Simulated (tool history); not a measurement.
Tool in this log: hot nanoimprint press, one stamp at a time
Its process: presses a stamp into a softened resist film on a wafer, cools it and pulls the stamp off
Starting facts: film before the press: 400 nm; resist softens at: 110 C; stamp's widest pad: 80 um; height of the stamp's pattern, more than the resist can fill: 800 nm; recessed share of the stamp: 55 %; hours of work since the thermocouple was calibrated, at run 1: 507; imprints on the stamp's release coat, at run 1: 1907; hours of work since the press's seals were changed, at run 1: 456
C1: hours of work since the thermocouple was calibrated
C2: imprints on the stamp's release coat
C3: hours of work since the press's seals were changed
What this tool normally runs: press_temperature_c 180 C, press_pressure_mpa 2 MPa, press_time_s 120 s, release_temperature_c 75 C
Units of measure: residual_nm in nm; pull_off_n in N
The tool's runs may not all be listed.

run 1 hour=0 | press_temperature_c=180 press_pressure_mpa=2 press_time_s=120 release_temperature_c=75 | C1=507 C2=1907 C3=456 | residual_nm=215.8 pull_off_n=307
run 2 hour=15.6 | press_temperature_c=180 press_pressure_mpa=2 press_time_s=120 release_temperature_c=75 | C1=516 C2=1940 C3=464 | residual_nm=218 pull_off_n=314
run 3 hour=49.8 | press_temperature_c=180 press_pressure_mpa=2 press_time_s=120 release_temperature_c=75 | C1=535 C2=2013 C3=483 | residual_nm=216.2 pull_off_n=316
-- hour=64.4 plate thermocouple calibrated
run 4 hour=67.4 | press_temperature_c=180 press_pressure_mpa=2 press_time_s=120 release_temperature_c=75 | C1=2 C2=2045 C3=491 | residual_nm=208.6 pull_off_n=316
run 5 hour=98.9 | press_temperature_c=180 press_pressure_mpa=2 press_time_s=120 release_temperature_c=75 | C1=19 C2=2112 C3=509 | residual_nm=207 pull_off_n=323
-- hour=113 stamp cleaned and given a new release coat
run 6 hour=125.6 | press_temperature_c=186 press_pressure_mpa=2 press_time_s=120 release_temperature_c=75 | C1=30 C2=27 C3=520 | residual_nm=156.7 pull_off_n=224
run 7 hour=155 | press_temperature_c=186 press_pressure_mpa=2 press_time_s=120 release_temperature_c=75 | C1=47 C2=90 C3=536 | residual_nm=158.5 pull_off_n=223
run 8 hour=172.3 | press_temperature_c=180 press_pressure_mpa=2.18 press_time_s=120 release_temperature_c=75 | C1=56 C2=127 C3=546 | residual_nm=201.4 pull_off_n=227
run 9 hour=187.7 | press_temperature_c=180 press_pressure_mpa=2 press_time_s=120 release_temperature_c=64 | C1=65 C2=160 C3=554 | residual_nm=209.5 pull_off_n=232
run 10 hour=207.1 | press_temperature_c=180 press_pressure_mpa=2 press_time_s=120 release_temperature_c=64 | C1=75 C2=202 C3=565 | residual_nm=210.5 pull_off_n=240
run 11 hour=229.3 | press_temperature_c=180 press_pressure_mpa=2 press_time_s=120 release_temperature_c=64 | C1=87 C2=249 C3=577 | residual_nm=210.1 pull_off_n=251
run 12 hour=260.7 | press_temperature_c=180 press_pressure_mpa=2 press_time_s=120 release_temperature_c=66 | C1=105 C2=317 C3=594 | residual_nm=213.4 pull_off_n=245
run 13 hour=275.9 | press_temperature_c=180 press_pressure_mpa=2 press_time_s=120 release_temperature_c=66 | C1=113 C2=349 C3=603 | residual_nm=208.5 pull_off_n=240
run 14 hour=297.7 | press_temperature_c=189 press_pressure_mpa=2 press_time_s=120 release_temperature_c=66 | C1=125 C2=396 C3=615 | residual_nm=138.9 pull_off_n=247
run 15 hour=329.8 | press_temperature_c=180 press_pressure_mpa=2 press_time_s=120 release_temperature_c=75 | C1=143 C2=465 C3=632 | residual_nm=209.5 pull_off_n=238
run 16 hour=347.4 | press_temperature_c=180 press_pressure_mpa=2.13 press_time_s=120 release_temperature_c=74 | C1=152 C2=503 C3=642 | residual_nm=208.6 pull_off_n=238
run 17 hour=378.3 | press_temperature_c=180 press_pressure_mpa=2.13 press_time_s=120 release_temperature_c=82 | C1=169 C2=569 C3=659 | residual_nm=205.7 pull_off_n=218
run 18 hour=408 | press_temperature_c=180 press_pressure_mpa=2 press_time_s=92 release_temperature_c=75 | C1=186 C2=632 C3=675 | residual_nm=231.9 pull_off_n=247
run 19 hour=424 | press_temperature_c=180 press_pressure_mpa=2 press_time_s=92 release_temperature_c=75 | C1=194 C2=667 C3=684 | residual_nm=234.2 pull_off_n=247
run 20 hour=442.8 | press_temperature_c=177 press_pressure_mpa=2 press_time_s=92 release_temperature_c=75 | C1=205 C2=707 C3=694 | residual_nm=263.6 pull_off_n=247
run 21 hour=473.5 | press_temperature_c=177 press_pressure_mpa=1.71 press_time_s=92 release_temperature_c=83 | C1=222 C2=773 C3=711 | residual_nm=274.4 pull_off_n=248
run 22 hour=487.5 | press_temperature_c=180 press_pressure_mpa=2 press_time_s=145 release_temperature_c=75 | C1=229 C2=803 C3=719 | residual_nm=199.5 pull_off_n=250
run 23 hour=504.9 | press_temperature_c=178 press_pressure_mpa=2.16 press_time_s=191 release_temperature_c=78 | C1=239 C2=840 C3=729 | residual_nm=193.5 pull_off_n=247
run 24 hour=535.2 | press_temperature_c=180 press_pressure_mpa=1.7 press_time_s=117 release_temperature_c=75 | C1=256 C2=905 C3=745 | residual_nm=231.5 pull_off_n=255
run 25 hour=568 | press_temperature_c=187 press_pressure_mpa=1.95 press_time_s=223 release_temperature_c=66 | C1=274 C2=975 C3=763 | residual_nm=121.2 pull_off_n=281
run 26 hour=591.7 | press_temperature_c=174 press_pressure_mpa=2.55 press_time_s=113 release_temperature_c=75 | C1=287 C2=1026 C3=776 | residual_nm=261.4 pull_off_n=263
run 27 hour=606.9 | press_temperature_c=182 press_pressure_mpa=2.92 press_time_s=65 release_temperature_c=75 | C1=295 C2=1058 C3=785 | residual_nm=216.1 pull_off_n=273
run 28 hour=627.2 | press_temperature_c=187 press_pressure_mpa=2 press_time_s=118 release_temperature_c=64 | C1=306 C2=1102 C3=796 | residual_nm=159.6 pull_off_n=297
run 29 hour=651.6 | press_temperature_c=184 press_pressure_mpa=2.55 press_time_s=142 release_temperature_c=76 | C1=320 C2=1154 C3=809 | residual_nm=154.8 pull_off_n=261
run 30 hour=671.3 | press_temperature_c=184 press_pressure_mpa=2.55 press_time_s=142 release_temperature_c=76 | C1=330 C2=1196 C3=820 | residual_nm=154.7 pull_off_n=272

Forecast each of these 4 alternatives for the next run:
run A hour=690 | press_temperature_c=179 press_pressure_mpa=2.3 press_time_s=142 release_temperature_c=76 | C1=341 C2=1236 C3=830 | residual_nm=? pull_off_n=?
run B hour=690 | press_temperature_c=184 press_pressure_mpa=2.55 press_time_s=142 release_temperature_c=67 | C1=341 C2=1236 C3=830 | residual_nm=? pull_off_n=?
run C hour=690 | press_temperature_c=184 press_pressure_mpa=2.55 press_time_s=89 release_temperature_c=71 | C1=341 C2=1236 C3=830 | residual_nm=? pull_off_n=?
run D hour=690 | press_temperature_c=170 press_pressure_mpa=1.31 press_time_s=121 release_temperature_c=76 | C1=341 C2=1236 C3=830 | residual_nm=? pull_off_n=?

run=A residual_nm=205.4 pull_off_n=273
run=B residual_nm=155.9 pull_off_n=296
run=C residual_nm=185.6 pull_off_n=277
run=D residual_nm=337 pull_off_n=267
What these runs would have given with no unlogged condition in the tool:
run=A residual_nm=187.8 pull_off_n=215
run=B residual_nm=140.9 pull_off_n=233
run=C residual_nm=168.8 pull_off_n=218
run=D residual_nm=325.5 pull_off_n=209
